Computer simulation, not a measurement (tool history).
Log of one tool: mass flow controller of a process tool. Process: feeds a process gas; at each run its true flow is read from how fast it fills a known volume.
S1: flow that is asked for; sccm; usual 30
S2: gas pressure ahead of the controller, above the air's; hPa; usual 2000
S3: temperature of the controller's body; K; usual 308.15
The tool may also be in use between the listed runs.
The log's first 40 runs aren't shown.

{"run": 41, "day": 408.521, "S1": 19, "S2": 2000, "S3": 305.15, "true flow (%)": 98.82}
{"run": 42, "day": 415.717, "S1": 19, "S2": 2000, "S3": 305.15, "true flow (%)": 98.87}
{"run": 43, "day": 428.175, "S1": 9, "S2": 1730, "S3": 309.15, "true flow (%)": 97.29}
{"run": 44, "day": 440.85, "S1": 19, "S2": 2000, "S3": 309.15, "true flow (%)": 98.29}
{"run": 45, "day": 447.717, "S1": 17, "S2": 2000, "S3": 296.15, "true flow (%)": 99.4}
{"run": 46, "day": 455.412, "S1": 30, "S2": 2080, "S3": 295.15, "true flow (%)": 100.26}
{"run": 47, "day": 463.883, "S1": 30, "S2": 2080, "S3": 295.15, "true flow (%)": 100.27}
{"run": 48, "day": 477.558, "S1": 30, "S2": 2080, "S3": 295.15, "true flow (%)": 100.29}

Forecast each of these 4 alternatives for the next run:
{"run": "A", "day": 487.075, "S1": 30, "S2": 2080, "S3": 312.15, "true flow (%)": "?"}
{"run": "B", "day": 487.075, "S1": 18, "S2": 1990, "S3": 305.15, "true flow (%)": "?"}
{"run": "C", "day": 487.075, "S1": 25, "S2": 1710, "S3": 310.15, "true flow (%)": "?"}
{"run": "D", "day": 487.075, "S1": 30, "S2": 2080, "S3": 300.15, "true flow (%)": "?"}

run=A true_flow_(%)=98.65
run=B true_flow_(%)=98.62
run=C true_flow_(%)=98.83
run=D true_flow_(%)=99.71
Without the tool's hidden state the same runs would have given:
run=A true_flow_(%)=98.22
run=B true_flow_(%)=98.71
run=C true_flow_(%)=98.56
run=D true_flow_(%)=99.28
